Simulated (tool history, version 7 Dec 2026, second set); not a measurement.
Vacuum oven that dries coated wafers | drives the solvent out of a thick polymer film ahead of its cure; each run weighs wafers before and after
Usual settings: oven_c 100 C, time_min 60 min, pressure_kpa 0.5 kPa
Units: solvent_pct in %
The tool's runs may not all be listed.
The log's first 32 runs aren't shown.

run     day  oven_c  time_min  pressure_kpa  hours of work since the thermocouples were calibrated  hours of work since the vacuum gauge was cleaned of residue  solvent_pct
 33  19.046      94        60         0.408                                                     29                                                          417         1.39
 34  19.808      94        60         0.408                                                     38                                                          427         1.41
 35  20.275      94        60         0.408                                                     44                                                          433         1.39
 36  21.096     100        60         0.724                                                     55                                                          443         0.79
 37  21.921      91        72          1.81                                                     65                                                          454         1.97
 38  22.629     101        98         1.237                                                     74                                                          463         0.45
 39  23.042     101        95          1.14                                                     80                                                          468         0.42
 40  23.412     101        95          1.14                                                     84                                                          473         0.44
 41  24.038     101        95          1.14                                                     92                                                          481         0.45
 42  24.762      98        52         0.548                                                    101                                                          490         1.44
 43  25.508      98        52         0.548                                                    111                                                          499         1.32
 44  26.042      98        52         0.548                                                    118                                                          506         1.48
 45  26.433     110        34         0.548                                                    123                                                          511         1.16
 46  27.146     110        34         0.548                                                    132                                                          520         1.19

Forecast each of these 3 alternatives for the next run:
  A  27.938     100        60         0.323                                                    142                                                          530            ?
  B  27.938      86        35         0.859                                                    142                                                          530            ?
  C  27.938     105        60           0.5                                                    142                                                          530            ?

run  solvent_pct
  A         0.75
  B         6.12
  C         0.55
Without the tool's hidden state the same runs would have given:
run  solvent_pct
  A          0.7
  B         6.06
  C          0.5
